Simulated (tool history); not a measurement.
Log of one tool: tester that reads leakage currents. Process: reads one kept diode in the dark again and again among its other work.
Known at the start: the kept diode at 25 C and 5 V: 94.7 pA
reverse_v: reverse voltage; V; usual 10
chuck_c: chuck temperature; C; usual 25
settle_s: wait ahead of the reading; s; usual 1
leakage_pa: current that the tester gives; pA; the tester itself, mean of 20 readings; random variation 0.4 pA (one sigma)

run,day,reverse_v,chuck_c,settle_s,leakage_pa
1,0,10,25,1,142.38
2,4.008,10,25,1,143.89
3,6.242,10,25,1,145.43
# day 8.338: probe card cleaned and baked
4,8.912,10,25,1,138.43
5,11.058,10,25,1,139.82
6,15.625,10,25,1,141.18
7,19.821,10,25,6.23,140.91
8,23.558,10,25,1,143.16
9,26.796,10,25,1,145.39
10,28.921,10,25,1,145.64
11,33.325,10,24,1,137.18
12,37.15,10,25,1,148.53
13,39.079,10,25,1,148.49
# day 39.592: tester calibrated
14,42.871,10,25,1,148.71
15,45.021,10,25,1,149.44
16,47.129,10,25,1,149.66
17,49.996,10,25,1,150.74
# day 51.767: tester calibrated, once more
18,52.3,10,25,1,156.44
19,54.438,10,25,1,158.46
# day 55.588: chuck's temperature calibrated
20,58.212,10,25,1,137.11
21,60.642,10,60,0.72,1583.44
22,63.05,10,60,0.72,1592.1
23,66.275,10,60,0.72,1600.91
24,70.783,10,60,0.72,1606.12
25,73.05,10,60,0.72,1612.42
26,76.15,10,60,0.72,1618.66
27,78.438,3.3,36,0.72,189.91
28,81.079,5,31,6.6,160.44
29,83.208,10,45,0.41,610.09
30,85.342,4.1,29,0.33,128.7
31,89.671,4.1,32,0.33,161.01
# day 91.696: probe card cleaned and baked
32,92.271,12.5,22,0.33,128.1
33,96.112,12.7,25,3.41,159.1
34,99.112,9.2,43,6.87,519.18
35,101.546,3.5,39,0.65,248.26
36,104.179,2.7,31,1,123.24
37,106.404,2.7,31,8.22,123.12
38,110.638,10,40,1.11,446.5
39,115.179,10,50,2.23,892.71

Forecast each of these 3 alternatives for the next run:
A,117.238,10,23,0.43,?
B,117.238,4.5,24,6.5,?
C,117.238,1.9,45,1.39,?

run,leakage_pa
A,131.01
B,94.2
C,292.22
Without the tool's hidden state the same runs would have given:
run,leakage_pa
A,116.21
B,83.88
C,266.29
